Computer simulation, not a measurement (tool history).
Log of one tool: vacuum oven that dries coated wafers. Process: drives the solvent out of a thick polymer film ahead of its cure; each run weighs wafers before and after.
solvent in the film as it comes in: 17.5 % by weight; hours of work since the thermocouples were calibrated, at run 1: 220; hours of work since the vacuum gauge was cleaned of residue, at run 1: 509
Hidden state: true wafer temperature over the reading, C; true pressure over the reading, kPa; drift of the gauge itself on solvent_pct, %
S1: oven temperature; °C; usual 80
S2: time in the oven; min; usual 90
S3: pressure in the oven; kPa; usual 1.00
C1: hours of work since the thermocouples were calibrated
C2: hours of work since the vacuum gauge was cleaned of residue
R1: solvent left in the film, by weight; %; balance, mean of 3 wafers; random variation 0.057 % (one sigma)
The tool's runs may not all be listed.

run,day,S1,S2,S3,C1,C2,R1
1,0.000,80,90,1.00,220,509,4.55
2,0.567,80,90,1.00,230,519,4.47
3,1.758,80,90,1.00,251,539,4.64
4,2.804,80,90,1.00,269,558,4.69
5,4.012,80,90,1.00,290,579,4.65
6,4.688,80,90,1.00,302,591,4.67
7,5.288,80,90,1.00,313,601,4.60
8,6.467,80,90,1.00,333,622,4.74
9,7.496,72,90,1.00,351,640,7.02
10,8.075,72,90,3.98,361,650,10.26
11,8.742,84,90,1.00,373,662,3.67
12,9.592,80,90,1.00,388,676,4.58
13,10.788,80,90,1.00,409,697,4.64
# day 10.954: vacuum gauge cleaned of residue and calibrated
14,11.762,93,90,1.00,425,14,2.07
15,12.967,80,90,1.00,446,35,4.79
# day 13.946: vacuum gauge cleaned of residue and calibrated, once more
16,14.158,80,90,1.00,466,4,4.23
17,15.175,80,45,1.00,483,21,7.64
18,15.988,80,90,1.00,498,36,4.25
19,17.221,80,90,1.00,519,57,4.23
20,18.450,80,90,1.00,541,79,4.28

Run 21 comes next. What will it give?
21,19.029,67,90,3.80,551,89,?

R1: 11.37 %
Without the tool's hidden state the same run would have given R1 11.51 %.
